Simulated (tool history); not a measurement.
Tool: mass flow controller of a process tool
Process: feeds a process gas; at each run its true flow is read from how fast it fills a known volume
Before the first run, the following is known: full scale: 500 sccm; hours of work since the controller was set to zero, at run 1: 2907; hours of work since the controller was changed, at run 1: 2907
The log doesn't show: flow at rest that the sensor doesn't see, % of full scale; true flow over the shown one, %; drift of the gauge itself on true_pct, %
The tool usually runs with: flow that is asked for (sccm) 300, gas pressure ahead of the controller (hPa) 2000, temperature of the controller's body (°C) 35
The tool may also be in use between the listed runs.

run     hour  flow that is asked for (sccm)  gas pressure ahead of the controller (hPa)  temperature of the controller's body (°C)  hours of work since the controller was set to zero  hours of work since the controller was changed  true flow (%)
  1      0.0                            300                                        2000                                         35                                                2907                                            2907          98.98
  2    413.0                            300                                        2000                                         35                                                3155                                            3155          98.86
  3    827.5                            300                                        2000                                         35                                                3405                                            3405          98.94
  4   1380.8                            300                                        2000                                         35                                                3738                                            3738          98.89
  5   1729.0                            300                                        2000                                         35                                                3948                                            3948          98.96
  6   2024.5                            300                                        2000                                         35                                                4126                                            4126          98.97
  7   2294.7                            300                                        2000                                         35                                                4288                                            4288          99.04
  8   2619.2                            300                                        2000                                         35                                                4484                                            4484          99.01
  9   2886.5                            300                                        2000                                         35                                                4645                                            4645          99.16
 10   3169.3                            300                                        2000                                         35                                                4815                                            4815          99.21
 11   3609.5                             66                                        2000                                         35                                                5080                                            5080          96.23
 12   3949.7                             66                                        2000                                         35                                                5285                                            5285          95.94
 13   4259.3                            300                                        1580                                         35                                                5471                                            5471          99.06
 14   4501.8                            300                                        1580                                         35                                                5617                                            5617          99.02
 15   4800.0                            300                                        1580                                         35                                                5797                                            5797          99.05
 16   5316.0                            300                                        1580                                         35                                                6107                                            6107          99.06
      5757.3  -- controller's zero set anew
 17   5778.6                            300                                        1580                                         20                                                  13                                            6386         101.24
 18   6313.8                            300                                        1580                                         20                                                 335                                            6708         101.21
 19   6770.9                            300                                        1580                                         20                                                 610                                            6983         101.24
 20   7161.6                            300                                        1580                                         20                                                 846                                            7218         101.30
 21   7531.8                            300                                        1580                                         20                                                1068                                            7441         101.32
 22   7794.2                            300                                        1580                                         20                                                1226                                            7599         101.27
 23   8135.2                            300                                        1540                                         20                                                1432                                            7805         101.35
 24   8613.6                            266                                        1710                                         38                                                1720                                            8093          99.55
 25   8885.2                            386                                        2000                                         35                                                1883                                            8256         100.48
      9056.3  -- controller exchanged for a calibrated one
 26   9399.5                             80                                        2140                                         35                                                 207                                             207          98.16
 27   9706.5                            199                                        1830                                         27                                                 391                                             391          99.34
 28  10129.8                            300                                        1760                                         35                                                 646                                             646          98.75
 29  10460.1                            300                                        1760                                         35                                                 845                                             845          98.88
 30  10712.9                            123                                        2200                                         29                                                 997                                             997          98.85
 31  11080.0                            170                                        1750                                         30                                                1218                                            1218          98.89
 32  11356.6                            300                                        2260                                         33                                                1385                                            1385          99.13
 33  11838.0                            172                                        2650                                         33                                                1675                                            1675          98.90
 34  12334.0                            172                                        2650                                         33                                                1973                                            1973          98.88
 35  12857.9                            300                                        2220                                         32                                                2289                                            2289          99.41
 36  13125.0                             94                                        2290                                         24                                                2450                                            2450          98.90
 37  13417.2                             94                                        2290                                         24                                                2626                                            2626          98.73
 38  13769.8                             94                                        2290                                         24                                                2838                                            2838          98.56
 39  14194.5                            205                                        1660                                         33                                                3094                                            3094          98.84

Some steps in true flow (%), run to run, broken into two amounts with sign: the step expected even without the hidden condition (settings, incoming material, random variation), and the rest, left for the hidden condition together with whatever gauge scatter is not in both the measured and the hidden-condition-free result:
Run 10 -> 11: flow that is asked for (sccm) 300 -> 66. true flow (%) -2.98: hidden state -2.38, all else -0.60.
Run 12 -> 13: flow that is asked for (sccm) 66 -> 300, gas pressure ahead of the controller (hPa) 2000 -> 1580. true flow (%) +3.12: hidden state +2.52, all else +0.60.
Run 25 -> 26: flow that is asked for (sccm) 386 -> 80, gas pressure ahead of the controller (hPa) 2000 -> 2140, controller exchanged for a calibrated one. true flow (%) -2.32: hidden state -1.57, all else -0.75.
